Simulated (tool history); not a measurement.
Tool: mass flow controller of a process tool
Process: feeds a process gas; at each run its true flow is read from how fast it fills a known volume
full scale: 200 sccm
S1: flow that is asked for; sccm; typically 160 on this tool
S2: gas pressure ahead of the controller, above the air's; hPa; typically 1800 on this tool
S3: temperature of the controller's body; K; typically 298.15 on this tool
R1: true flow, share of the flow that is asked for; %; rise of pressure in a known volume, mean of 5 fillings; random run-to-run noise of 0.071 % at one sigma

{"run": 1, "hour": 0.0, "S1": 160, "S2": 1800, "S3": 298.15, "R1": 99.74}
{"run": 2, "hour": 147.5, "S1": 160, "S2": 1800, "S3": 298.15, "R1": 99.72}
{"run": 3, "hour": 310.2, "S1": 160, "S2": 1800, "S3": 298.15, "R1": 99.77}
{"run": 4, "hour": 459.1, "S1": 88, "S2": 1800, "S3": 298.15, "R1": 98.9}
{"run": 5, "hour": 572.7, "S1": 88, "S2": 1800, "S3": 298.15, "R1": 98.96}
{"run": 6, "hour": 742.6, "S1": 88, "S2": 1800, "S3": 298.15, "R1": 98.9}
{"run": 7, "hour": 852.4, "S1": 88, "S2": 1800, "S3": 298.15, "R1": 98.92}
{"run": 8, "hour": 1032.0, "S1": 160, "S2": 1800, "S3": 298.15, "R1": 99.59}
{"run": 9, "hour": 1142.0, "S1": 45, "S2": 1800, "S3": 298.15, "R1": 98.08}
{"run": 10, "hour": 1282.4, "S1": 160, "S2": 1800, "S3": 309.15, "R1": 99.02}
{"run": 11, "hour": 1364.6, "S1": 160, "S2": 1800, "S3": 309.15, "R1": 99.03}
{"run": 12, "hour": 1521.6, "S1": 160, "S2": 1800, "S3": 309.15, "R1": 99.14}
{"run": 13, "hour": 1630.7, "S1": 146, "S2": 1800, "S3": 298.15, "R1": 99.43}
{"run": 14, "hour": 1820.6, "S1": 146, "S2": 1800, "S3": 298.15, "R1": 99.44}
{"hour": 1834.6, "done": "controller's zero set anew"}
{"run": 15, "hour": 1987.6, "S1": 160, "S2": 1800, "S3": 298.15, "R1": 99.58}
{"run": 16, "hour": 2077.6, "S1": 44, "S2": 1590, "S3": 311.15, "R1": 97.42}
{"run": 17, "hour": 2270.2, "S1": 160, "S2": 1800, "S3": 308.15, "R1": 98.85}
{"run": 18, "hour": 2416.9, "S1": 178, "S2": 1800, "S3": 298.15, "R1": 99.54}
{"run": 19, "hour": 2502.8, "S1": 104, "S2": 2510, "S3": 303.15, "R1": 98.3}
{"run": 20, "hour": 2637.3, "S1": 61, "S2": 1880, "S3": 296.15, "R1": 98.2}
{"run": 21, "hour": 2753.0, "S1": 22, "S2": 2370, "S3": 294.15, "R1": 96.08}
{"run": 22, "hour": 2942.8, "S1": 160, "S2": 2750, "S3": 308.15, "R1": 98.39}
{"hour": 2953.5, "done": "controller's zero set anew, once more"}
{"run": 23, "hour": 3090.3, "S1": 160, "S2": 1460, "S3": 308.15, "R1": 99.35}
{"run": 24, "hour": 3261.6, "S1": 160, "S2": 2330, "S3": 310.15, "R1": 98.91}
{"run": 25, "hour": 3383.3, "S1": 85, "S2": 2270, "S3": 298.15, "R1": 98.81}
{"run": 26, "hour": 3565.7, "S1": 29, "S2": 2230, "S3": 304.15, "R1": 97.66}
{"run": 27, "hour": 3740.9, "S1": 35, "S2": 2230, "S3": 304.15, "R1": 97.92}
{"run": 28, "hour": 3925.8, "S1": 35, "S2": 2230, "S3": 304.15, "R1": 97.78}
{"run": 29, "hour": 4107.1, "S1": 35, "S2": 2230, "S3": 304.15, "R1": 97.67}
{"run": 30, "hour": 4292.3, "S1": 160, "S2": 1800, "S3": 294.15, "R1": 99.67}

Here are 3 independent what-if runs from the current tool condition. What would each one return?
{"run": "A", "hour": 4387.5, "S1": 43, "S2": 1750, "S3": 296.15, "R1": "?"}
{"run": "B", "hour": 4387.5, "S1": 23, "S2": 1470, "S3": 304.15, "R1": "?"}
{"run": "C", "hour": 4387.5, "S1": 160, "S2": 2640, "S3": 298.15, "R1": "?"}

run=A R1=98.17
run=B R1=97.51
run=C R1=99.06
Stripped of hidden state, with their random variation kept, the same runs would have yielded:
run=A R1=98.79
run=B R1=98.52
run=C R1=99.35
